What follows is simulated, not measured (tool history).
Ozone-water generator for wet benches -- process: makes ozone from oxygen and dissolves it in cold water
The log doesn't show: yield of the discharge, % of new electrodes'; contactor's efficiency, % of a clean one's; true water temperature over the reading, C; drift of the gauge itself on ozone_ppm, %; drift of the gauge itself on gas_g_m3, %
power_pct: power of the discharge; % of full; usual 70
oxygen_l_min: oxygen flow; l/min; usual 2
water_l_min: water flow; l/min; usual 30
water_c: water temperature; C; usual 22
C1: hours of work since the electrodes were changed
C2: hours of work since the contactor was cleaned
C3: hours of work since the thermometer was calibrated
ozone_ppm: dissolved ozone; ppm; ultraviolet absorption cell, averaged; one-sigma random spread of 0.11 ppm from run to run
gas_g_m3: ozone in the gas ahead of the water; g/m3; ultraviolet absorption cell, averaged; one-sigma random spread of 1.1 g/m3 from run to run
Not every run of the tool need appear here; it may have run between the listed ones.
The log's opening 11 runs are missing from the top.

{"run": 12, "hour": 1309.8, "power_pct": 89, "oxygen_l_min": 2, "water_l_min": 30, "water_c": 21, "C1": 3510, "C2": 1443, "C3": 1183, "ozone_ppm": 11, "gas_g_m3": 237.6}
{"run": 13, "hour": 1417.7, "power_pct": 89, "oxygen_l_min": 2, "water_l_min": 30, "water_c": 21, "C1": 3607, "C2": 1540, "C3": 1281, "ozone_ppm": 10.8, "gas_g_m3": 235.9}
{"run": 14, "hour": 1499.8, "power_pct": 89, "oxygen_l_min": 2, "water_l_min": 30, "water_c": 21, "C1": 3681, "C2": 1615, "C3": 1355, "ozone_ppm": 10.8, "gas_g_m3": 237.4}
{"run": 15, "hour": 1657.5, "power_pct": 89, "oxygen_l_min": 2, "water_l_min": 30, "water_c": 21, "C1": 3824, "C2": 1757, "C3": 1497, "ozone_ppm": 10.7, "gas_g_m3": 238.2}
{"run": 16, "hour": 1790.5, "power_pct": 89, "oxygen_l_min": 2, "water_l_min": 21, "water_c": 21, "C1": 3944, "C2": 1877, "C3": 1618, "ozone_ppm": 15, "gas_g_m3": 238}
{"run": 17, "hour": 1956.0, "power_pct": 95, "oxygen_l_min": 2, "water_l_min": 19, "water_c": 21, "C1": 4093, "C2": 2027, "C3": 1767, "ozone_ppm": 17.7, "gas_g_m3": 251.5}
{"run": 18, "hour": 2083.7, "power_pct": 42, "oxygen_l_min": 1.51, "water_l_min": 29, "water_c": 19, "C1": 4209, "C2": 2142, "C3": 1882, "ozone_ppm": 6, "gas_g_m3": 157.2}
{"run": 19, "hour": 2216.2, "power_pct": 71, "oxygen_l_min": 2.9, "water_l_min": 30, "water_c": 19, "C1": 4328, "C2": 2262, "C3": 2002, "ozone_ppm": 9.9, "gas_g_m3": 161.6}
{"run": 20, "hour": 2352.8, "power_pct": 62, "oxygen_l_min": 2, "water_l_min": 30, "water_c": 24, "C1": 4452, "C2": 2385, "C3": 2126, "ozone_ppm": 8, "gas_g_m3": 180.3}
{"run": 21, "hour": 2461.4, "power_pct": 70, "oxygen_l_min": 3.02, "water_l_min": 20, "water_c": 22, "C1": 4550, "C2": 2483, "C3": 2224, "ozone_ppm": 13.7, "gas_g_m3": 155.8}
{"run": 22, "hour": 2535.3, "power_pct": 70, "oxygen_l_min": 3.02, "water_l_min": 20, "water_c": 22, "C1": 4617, "C2": 2550, "C3": 2291, "ozone_ppm": 13.6, "gas_g_m3": 157.1}
{"run": 23, "hour": 2607.6, "power_pct": 54, "oxygen_l_min": 1.19, "water_l_min": 30, "water_c": 22, "C1": 4682, "C2": 2616, "C3": 2356, "ozone_ppm": 6.5, "gas_g_m3": 218.2}
{"run": 24, "hour": 2737.9, "power_pct": 41, "oxygen_l_min": 2, "water_l_min": 30, "water_c": 22, "C1": 4800, "C2": 2733, "C3": 2474, "ozone_ppm": 6, "gas_g_m3": 131.6}
{"run": 25, "hour": 2833.9, "power_pct": 41, "oxygen_l_min": 2, "water_l_min": 30, "water_c": 22, "C1": 4887, "C2": 2820, "C3": 2560, "ozone_ppm": 5.8, "gas_g_m3": 131.5}
{"run": 26, "hour": 2997.8, "power_pct": 70, "oxygen_l_min": 2, "water_l_min": 30, "water_c": 16, "C1": 5035, "C2": 2968, "C3": 2708, "ozone_ppm": 9.2, "gas_g_m3": 196}
{"run": 27, "hour": 3140.1, "power_pct": 70, "oxygen_l_min": 2, "water_l_min": 30, "water_c": 16, "C1": 5163, "C2": 3097, "C3": 2837, "ozone_ppm": 9.2, "gas_g_m3": 198.8}
{"run": 28, "hour": 3259.5, "power_pct": 53, "oxygen_l_min": 2.31, "water_l_min": 47, "water_c": 16, "C1": 5271, "C2": 3204, "C3": 2945, "ozone_ppm": 4.7, "gas_g_m3": 147.4}
{"run": 29, "hour": 3338.6, "power_pct": 45, "oxygen_l_min": 3.53, "water_l_min": 23, "water_c": 16, "C1": 5343, "C2": 3276, "C3": 3016, "ozone_ppm": 9.5, "gas_g_m3": 101.3}
{"run": 30, "hour": 3459.0, "power_pct": 96, "oxygen_l_min": 1.61, "water_l_min": 30, "water_c": 22, "C1": 5451, "C2": 3385, "C3": 3125, "ozone_ppm": 10.7, "gas_g_m3": 287.4}
{"run": 31, "hour": 3530.5, "power_pct": 96, "oxygen_l_min": 1.11, "water_l_min": 23, "water_c": 28, "C1": 5516, "C2": 3449, "C3": 3190, "ozone_ppm": 12.4, "gas_g_m3": 355.6}
{"run": 32, "hour": 3599.1, "power_pct": 44, "oxygen_l_min": 3.15, "water_l_min": 23, "water_c": 28, "C1": 5578, "C2": 3511, "C3": 3251, "ozone_ppm": 8.1, "gas_g_m3": 105.9}

5 ways to go on from here, each from the tool as it stands after run 32. What would each give?
{"run": "A", "hour": 3674.3, "power_pct": 55, "oxygen_l_min": 2, "water_l_min": 20, "water_c": 29, "C1": 5646, "C2": 3579, "C3": 3320, "ozone_ppm": "?", "gas_g_m3": "?"}
{"run": "B", "hour": 3674.3, "power_pct": 70, "oxygen_l_min": 2, "water_l_min": 30, "water_c": 20, "C1": 5646, "C2": 3579, "C3": 3320, "ozone_ppm": "?", "gas_g_m3": "?"}
{"run": "C", "hour": 3674.3, "power_pct": 44, "oxygen_l_min": 3.15, "water_l_min": 31, "water_c": 28, "C1": 5646, "C2": 3579, "C3": 3320, "ozone_ppm": "?", "gas_g_m3": "?"}
{"run": "D", "hour": 3674.3, "power_pct": 44, "oxygen_l_min": 3.15, "water_l_min": 23, "water_c": 23, "C1": 5646, "C2": 3579, "C3": 3320, "ozone_ppm": "?", "gas_g_m3": "?"}
{"run": "E", "hour": 3674.3, "power_pct": 70, "oxygen_l_min": 2, "water_l_min": 18, "water_c": 25, "C1": 5646, "C2": 3579, "C3": 3320, "ozone_ppm": "?", "gas_g_m3": "?"}

run=A ozone_ppm=10.1 gas_g_m3=165.7
run=B ozone_ppm=9 gas_g_m3=200.7
run=C ozone_ppm=6.3 gas_g_m3=106.9
run=D ozone_ppm=8.7 gas_g_m3=106.4
run=E ozone_ppm=13.9 gas_g_m3=198.1
Without the tool's hidden state the same runs would have given:
run=A ozone_ppm=10.1 gas_g_m3=165.8
run=B ozone_ppm=9 gas_g_m3=200.9
run=C ozone_ppm=6.3 gas_g_m3=107
run=D ozone_ppm=8.7 gas_g_m3=106.5
run=E ozone_ppm=13.9 gas_g_m3=198.2

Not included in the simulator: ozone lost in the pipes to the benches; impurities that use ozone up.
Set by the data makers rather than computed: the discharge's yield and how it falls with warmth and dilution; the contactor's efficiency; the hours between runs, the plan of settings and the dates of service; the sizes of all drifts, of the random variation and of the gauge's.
